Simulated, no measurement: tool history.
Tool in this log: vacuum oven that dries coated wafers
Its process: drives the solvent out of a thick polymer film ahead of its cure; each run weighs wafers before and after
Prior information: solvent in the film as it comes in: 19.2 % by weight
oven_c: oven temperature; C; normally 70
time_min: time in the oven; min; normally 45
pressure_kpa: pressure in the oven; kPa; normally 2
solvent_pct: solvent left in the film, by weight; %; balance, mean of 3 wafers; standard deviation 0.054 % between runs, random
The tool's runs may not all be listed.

| run | hour | oven_c | time_min | pressure_kpa | solvent_pct |
|---|---|---|---|---|---|
| 1 | 0 | 70 | 45 | 2 | 2.09 |
| 2 | 40.5 | 70 | 45 | 2 | 2.11 |
| 3 | 64.5 | 70 | 45 | 4.13 | 3.45 |
| 4 | 85 | 70 | 37 | 2 | 2.63 |
| 5 | 108.5 | 70 | 45 | 2 | 2.03 |
|  | 114.7 | oven's thermocouples calibrated |
| 6 | 142.1 | 70 | 45 | 2 | 2.03 |
| 7 | 162.5 | 80 | 27 | 2.09 | 1.28 |
| 8 | 193.1 | 70 | 34 | 2 | 2.65 |
| 9 | 226 | 70 | 34 | 2 | 2.58 |
| 10 | 249.9 | 64 | 50 | 2 | 3.38 |
| 11 | 290.5 | 82 | 30 | 2 | 1.08 |
| 12 | 321 | 82 | 30 | 2 | 0.95 |

Each run again, without the hidden state but with its own random variation kept:
The hidden state here: true wafer temperature over the reading, C; true pressure over the reading, kPa; drift of the gauge itself on solvent_pct, %.
| run | solvent_pct |
|---|---|
| 1 | 2.12 |
| 2 | 2.15 |
| 3 | 3.52 |
| 4 | 2.71 |
| 5 | 2.08 |
| 6 | 2.12 |
| 7 | 1.31 |
| 8 | 2.84 |
| 9 | 2.78 |
| 10 | 3.63 |
| 11 | 1.08 |
| 12 | 0.96 |

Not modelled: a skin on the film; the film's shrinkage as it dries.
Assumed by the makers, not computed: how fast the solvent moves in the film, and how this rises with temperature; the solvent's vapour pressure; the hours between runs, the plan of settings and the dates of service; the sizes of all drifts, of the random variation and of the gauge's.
